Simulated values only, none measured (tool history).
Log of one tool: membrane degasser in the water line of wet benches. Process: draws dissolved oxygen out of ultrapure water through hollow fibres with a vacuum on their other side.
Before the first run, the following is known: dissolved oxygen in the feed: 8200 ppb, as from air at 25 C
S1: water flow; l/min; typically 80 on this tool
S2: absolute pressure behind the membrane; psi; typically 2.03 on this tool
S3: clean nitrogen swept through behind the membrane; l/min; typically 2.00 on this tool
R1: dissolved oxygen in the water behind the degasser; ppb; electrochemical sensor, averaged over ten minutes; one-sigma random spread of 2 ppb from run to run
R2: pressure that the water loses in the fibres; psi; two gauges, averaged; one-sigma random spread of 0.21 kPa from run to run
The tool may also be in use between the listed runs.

Run 1, day 0.000: usual settings. Result: R1 800.7 ppb, R2 7.169 psi.
Run 2, day 9.204: usual settings but S1 49 l/min. Result: R1 544.4 ppb, R2 4.398 psi.
Run 3, day 14.479: usual settings. Result: R1 795.8 ppb, R2 7.221 psi.
At day 21.300: vacuum gauge calibrated.
Run 4, day 23.954: usual settings. Result: R1 799.8 ppb, R2 7.216 psi.
Run 5, day 29.004: usual settings but S1 112 l/min. Result: R1 1033.4 ppb, R2 10.129 psi.
Run 6, day 37.121: usual settings but S3 1.02 l/min. Result: R1 1268.0 ppb, R2 7.246 psi.
Run 7, day 43.962: usual settings but S3 1.02 l/min. Result: R1 1268.4 ppb, R2 7.227 psi.
Run 8, day 49.658: usual settings but S3 1.02 l/min. Result: R1 1271.6 ppb, R2 7.200 psi.
Run 9, day 55.846: usual settings. Result: R1 801.2 ppb, R2 7.327 psi.
Run 10, day 61.079: usual settings. Result: R1 802.8 ppb, R2 7.192 psi.
Run 11, day 68.283: usual settings. Result: R1 799.6 ppb, R2 7.221 psi.
Run 12, day 77.392: usual settings but S1 68 l/min. Result: R1 702.3 ppb, R2 6.108 psi.
Run 13, day 87.479: usual settings. Result: R1 795.5 ppb, R2 7.233 psi.
Run 14, day 97.825: usual settings. Result: R1 796.7 ppb, R2 7.262 psi.
Run 15, day 105.004: usual settings but S3 4.15 l/min. Result: R1 445.8 ppb, R2 7.242 psi.
Run 16, day 112.621: usual settings but S2 4.22 psi, S3 3.05 l/min. Result: R1 1265.8 ppb, R2 7.272 psi.
Run 17, day 120.696: usual settings but S2 4.22 psi, S3 3.05 l/min. Result: R1 1263.7 ppb, R2 7.268 psi.
Run 18, day 131.075: usual settings but S2 4.22 psi, S3 3.05 l/min. Result: R1 1270.7 ppb, R2 7.220 psi.
Run 19, day 137.967: usual settings but S1 51 l/min, S3 2.17 l/min. Result: R1 524.3 ppb, R2 4.598 psi.
Run 20, day 142.575: usual settings but S1 58 l/min, S3 2.17 l/min. Result: R1 582.5 ppb, R2 5.292 psi.
Run 21, day 150.779: usual settings but S1 66 l/min, S2 3.16 psi, S3 1.22 l/min. Result: R1 1596.6 ppb, R2 5.974 psi.
Run 22, day 157.029: usual settings but S1 72 l/min, S2 1.64 psi, S3 3.66 l/min. Result: R1 344.1 ppb, R2 6.524 psi.
At day 162.258: seals of the vacuum lines changed.
Run 23, day 162.746: usual settings but S1 109 l/min, S2 2.05 psi. Result: R1 1021.1 ppb, R2 9.884 psi.
Run 24, day 167.083: usual settings but S1 109 l/min, S2 2.26 psi, S3 3.32 l/min. Result: R1 794.8 ppb, R2 9.848 psi.
Run 25, day 174.008: usual settings but S1 52 l/min, S2 2.07 psi, S3 1.80 l/min. Result: R1 637.4 ppb, R2 4.676 psi.
Run 26, day 179.762: usual settings but S1 82 l/min, S2 2.94 psi, S3 1.34 l/min. Result: R1 1615.0 ppb, R2 7.419 psi.
Run 27, day 188.883: usual settings but S3 3.49 l/min. Result: R1 514.0 ppb, R2 7.232 psi.
Run 28, day 199.333: usual settings but S3 3.49 l/min. Result: R1 514.5 ppb, R2 7.263 psi.
Run 29, day 208.875: usual settings but S3 3.49 l/min. Result: R1 517.0 ppb, R2 7.269 psi.
Run 30, day 216.238: usual settings but S1 50 l/min, S2 3.48 psi, S3 4.22 l/min. Result: R1 537.0 ppb, R2 4.519 psi.

Consider 4 possible next runs. They are alternatives, not a sequence: every one starts from the tool as it was left by run 30. What does each give?
Run A, day 224.629: usual settings but S1 53 l/min, S2 3.10 psi, S3 4.22 l/min. Result: R1 ?, R2 ?.
Run B, day 224.629: usual settings but S1 120 l/min, S3 1.33 l/min. Result: R1 ?, R2 ?.
Run C, day 224.629: usual settings but S1 55 l/min, S2 2.74 psi, S3 1.12 l/min. Result: R1 ?, R2 ?.
Run D, day 224.629: usual settings but S1 50 l/min, S2 1.31 psi, S3 5.40 l/min. Result: R1 ?, R2 ?.

run      R1      R2
  A   500.3   4.779
  B  1398.7  10.876
  C  1298.3   4.991
  D   126.2   4.535
The same runs, with their run-to-run variation unchanged, on a tool lacking any hidden condition would have given:
run      R1      R2
  A   500.2   4.773
  B  1397.9  10.865
  C  1297.9   4.985
  D   126.0   4.531

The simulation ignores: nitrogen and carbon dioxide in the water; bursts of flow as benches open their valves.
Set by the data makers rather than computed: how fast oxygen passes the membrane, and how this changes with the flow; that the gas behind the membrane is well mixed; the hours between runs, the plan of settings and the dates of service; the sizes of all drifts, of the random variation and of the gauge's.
